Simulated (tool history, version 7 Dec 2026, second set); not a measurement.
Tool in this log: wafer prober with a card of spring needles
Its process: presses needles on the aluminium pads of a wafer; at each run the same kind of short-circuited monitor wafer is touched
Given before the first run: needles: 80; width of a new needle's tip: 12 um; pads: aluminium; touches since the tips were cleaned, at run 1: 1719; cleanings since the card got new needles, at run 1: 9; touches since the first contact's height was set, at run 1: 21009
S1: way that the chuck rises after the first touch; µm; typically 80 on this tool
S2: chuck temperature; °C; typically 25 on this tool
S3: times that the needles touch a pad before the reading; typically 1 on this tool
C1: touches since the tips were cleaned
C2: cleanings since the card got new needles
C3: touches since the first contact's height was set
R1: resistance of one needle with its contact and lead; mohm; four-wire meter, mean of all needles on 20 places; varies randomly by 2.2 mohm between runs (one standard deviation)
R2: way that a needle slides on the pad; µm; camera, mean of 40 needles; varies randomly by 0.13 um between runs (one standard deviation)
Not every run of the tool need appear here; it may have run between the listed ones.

| run | day | S1 | S2 | S3 | C1 | C2 | C3 | R1 | R2 |
|---|---|---|---|---|---|---|---|---|---|
| 1 | 0.000 | 80 | 25 | 1 | 1719 | 9 | 21009 | 281 | 16.60 |
|  | 0.025 | tips cleaned on abrasive film |
| 2 | 0.342 | 80 | 25 | 1 | 1406 | 10 | 22510 | 278 | 16.60 |
|  | 0.433 | tips cleaned on abrasive film |
| 3 | 0.525 | 80 | 25 | 1 | 408 | 11 | 23300 | 260 | 16.77 |
|  | 0.838 | tips cleaned on abrasive film |
| 4 | 0.921 | 80 | 79 | 1 | 366 | 12 | 25043 | 269 | 16.53 |
| 5 | 1.092 | 80 | 79 | 1 | 1122 | 12 | 25799 | 289 | 16.95 |
|  | 1.267 | tips cleaned on abrasive film |
| 6 | 1.400 | 64 | 96 | 2 | 586 | 13 | 27148 | 285 | 13.21 |
|  | 1.671 | tips cleaned on abrasive film |
| 7 | 1.671 | 64 | 96 | 2 | 0 | 14 | 28338 | 263 | 13.40 |
| 8 | 2.000 | 64 | 96 | 2 | 1462 | 14 | 29800 | 291 | 13.12 |
|  | 2.079 | tips cleaned on abrasive film |
| 9 | 2.329 | 72 | 74 | 1 | 1109 | 15 | 31239 | 290 | 14.90 |
|  | 2.500 | tips cleaned on abrasive film |
| 10 | 2.738 | 80 | 55 | 2 | 1050 | 16 | 33040 | 264 | 16.66 |

For each entry between runs, how does the tool's hidden state at the last listed run before it compare with that at the first listed run after it?
Run 1 -> run 2: tips cleaned on abrasive film (day 0.025)
  debris on the tips, nm: 94.9 -> 87.4; way that the needles fall short of the set height, um: 0.44 -> 0.48; tips' diameter, um: 12.15 -> 12.17
  difference, measured minus the result without the unlogged condition, R1: +42 -> +39 mohm; R2: -0.09 -> -0.10 µm
Run 2 -> run 3: tips cleaned on abrasive film (day 0.433)
  debris on the tips, nm: 87.4 -> 42.6; way that the needles fall short of the set height, um: 0.48 -> 0.54; tips' diameter, um: 12.17 -> 12.19
  difference, measured minus the result without the unlogged condition, R1: +39 -> +19 mohm; R2: -0.10 -> -0.11 µm
Run 3 -> run 4: tips cleaned on abrasive film (day 0.838)
  debris on the tips, nm: 42.6 -> 33.5; way that the needles fall short of the set height, um: 0.54 -> 0.59; tips' diameter, um: 12.19 -> 12.21
  difference, measured minus the result without the unlogged condition, R1: +19 -> +14 mohm; R2: -0.11 -> -0.12 µm
Run 5 -> run 6: tips cleaned on abrasive film (day 1.267)
  debris on the tips, nm: 75 -> 49.6; way that the needles fall short of the set height, um: 0.59 -> 0.63; tips' diameter, um: 12.21 -> 12.22
  difference, measured minus the result without the unlogged condition, R1: +32 -> +18 mohm; R2: -0.12 -> -0.13 µm
Run 6 -> run 7: tips cleaned on abrasive film (day 1.671)
  debris on the tips, nm: 49.6 -> 6.6; way that the needles fall short of the set height, um: 0.63 -> 0.68; tips' diameter, um: 12.22 -> 12.24
  difference, measured minus the result without the unlogged condition, R1: +18 -> +3 mohm; R2: -0.13 -> -0.14 µm
Run 8 -> run 9: tips cleaned on abrasive film (day 2.079)
  debris on the tips, nm: 88.1 -> 73.2; way that the needles fall short of the set height, um: 0.68 -> 0.71; tips' diameter, um: 12.24 -> 12.25
  difference, measured minus the result without the unlogged condition, R1: +30 -> +36 mohm; R2: -0.14 -> -0.15 µm
Run 9 -> run 10: tips cleaned on abrasive film (day 2.500)
  debris on the tips, nm: 73.2 -> 75.6; way that the needles fall short of the set height, um: 0.71 -> 0.77; tips' diameter, um: 12.25 -> 12.27
  difference, measured minus the result without the unlogged condition, R1: +36 -> +19 mohm; R2: -0.15 -> -0.17 µm

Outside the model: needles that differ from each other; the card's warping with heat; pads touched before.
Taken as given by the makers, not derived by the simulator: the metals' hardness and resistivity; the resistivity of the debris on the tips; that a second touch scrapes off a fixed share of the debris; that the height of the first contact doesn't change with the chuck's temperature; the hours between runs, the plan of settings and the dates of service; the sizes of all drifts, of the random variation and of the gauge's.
